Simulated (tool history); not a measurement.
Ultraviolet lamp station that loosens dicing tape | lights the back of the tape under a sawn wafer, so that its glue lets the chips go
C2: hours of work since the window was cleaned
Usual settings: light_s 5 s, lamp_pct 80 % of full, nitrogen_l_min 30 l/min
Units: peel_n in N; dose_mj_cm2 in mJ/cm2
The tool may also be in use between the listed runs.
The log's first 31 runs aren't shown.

{"hour": 938.8, "done": "lamp changed"}
{"run": 32, "hour": 980.2, "light_s": 2, "lamp_pct": 97, "nitrogen_l_min": 26, "hours of work of the lamp": 20, "C2": 420, "peel_n": 2.478, "dose_mj_cm2": 159}
{"run": 33, "hour": 1011.0, "light_s": 2, "lamp_pct": 97, "nitrogen_l_min": 26, "hours of work of the lamp": 34, "C2": 435, "peel_n": 2.379, "dose_mj_cm2": 161}
{"hour": 1015.0, "done": "window cleaned of glue's vapour"}
{"run": 34, "hour": 1051.5, "light_s": 6, "lamp_pct": 93, "nitrogen_l_min": 59, "hours of work of the lamp": 53, "C2": 17, "peel_n": 0.245, "dose_mj_cm2": 476}
{"run": 35, "hour": 1096.7, "light_s": 6, "lamp_pct": 93, "nitrogen_l_min": 59, "hours of work of the lamp": 74, "C2": 38, "peel_n": 0.252, "dose_mj_cm2": 464}
{"run": 36, "hour": 1124.0, "light_s": 2, "lamp_pct": 79, "nitrogen_l_min": 51, "hours of work of the lamp": 87, "C2": 51, "peel_n": 2.523, "dose_mj_cm2": 138}
{"run": 37, "hour": 1151.6, "light_s": 5, "lamp_pct": 85, "nitrogen_l_min": 30, "hours of work of the lamp": 100, "C2": 64, "peel_n": 0.66, "dose_mj_cm2": 351}
{"run": 38, "hour": 1194.7, "light_s": 4, "lamp_pct": 92, "nitrogen_l_min": 33, "hours of work of the lamp": 120, "C2": 85, "peel_n": 0.88, "dose_mj_cm2": 294}
{"run": 39, "hour": 1220.2, "light_s": 4, "lamp_pct": 62, "nitrogen_l_min": 23, "hours of work of the lamp": 132, "C2": 97, "peel_n": 1.953, "dose_mj_cm2": 197}
{"run": 40, "hour": 1256.6, "light_s": 4, "lamp_pct": 62, "nitrogen_l_min": 23, "hours of work of the lamp": 150, "C2": 114, "peel_n": 2.039, "dose_mj_cm2": 197}
{"run": 41, "hour": 1278.7, "light_s": 4, "lamp_pct": 62, "nitrogen_l_min": 11, "hours of work of the lamp": 160, "C2": 124, "peel_n": 2.679, "dose_mj_cm2": 193}
{"run": 42, "hour": 1301.9, "light_s": 4, "lamp_pct": 62, "nitrogen_l_min": 11, "hours of work of the lamp": 171, "C2": 135, "peel_n": 2.754, "dose_mj_cm2": 185}

3 ways to go on from here, each from the tool as it stands after run 42. What would each give?
{"run": "A", "hour": 1340.0, "light_s": 6, "lamp_pct": 94, "nitrogen_l_min": 13, "hours of work of the lamp": 189, "C2": 153, "peel_n": "?", "dose_mj_cm2": "?"}
{"run": "B", "hour": 1340.0, "light_s": 2, "lamp_pct": 80, "nitrogen_l_min": 10, "hours of work of the lamp": 189, "C2": 153, "peel_n": "?", "dose_mj_cm2": "?"}
{"run": "C", "hour": 1340.0, "light_s": 3, "lamp_pct": 80, "nitrogen_l_min": 45, "hours of work of the lamp": 189, "C2": 153, "peel_n": "?", "dose_mj_cm2": "?"}

run=A peel_n=0.768 dose_mj_cm2=424
run=B peel_n=4.131 dose_mj_cm2=123
run=C peel_n=1.758 dose_mj_cm2=179
Without the tool's hidden state the same runs would have given:
run=A peel_n=0.547 dose_mj_cm2=500
run=B peel_n=3.694 dose_mj_cm2=145
run=C peel_n=1.367 dose_mj_cm2=211

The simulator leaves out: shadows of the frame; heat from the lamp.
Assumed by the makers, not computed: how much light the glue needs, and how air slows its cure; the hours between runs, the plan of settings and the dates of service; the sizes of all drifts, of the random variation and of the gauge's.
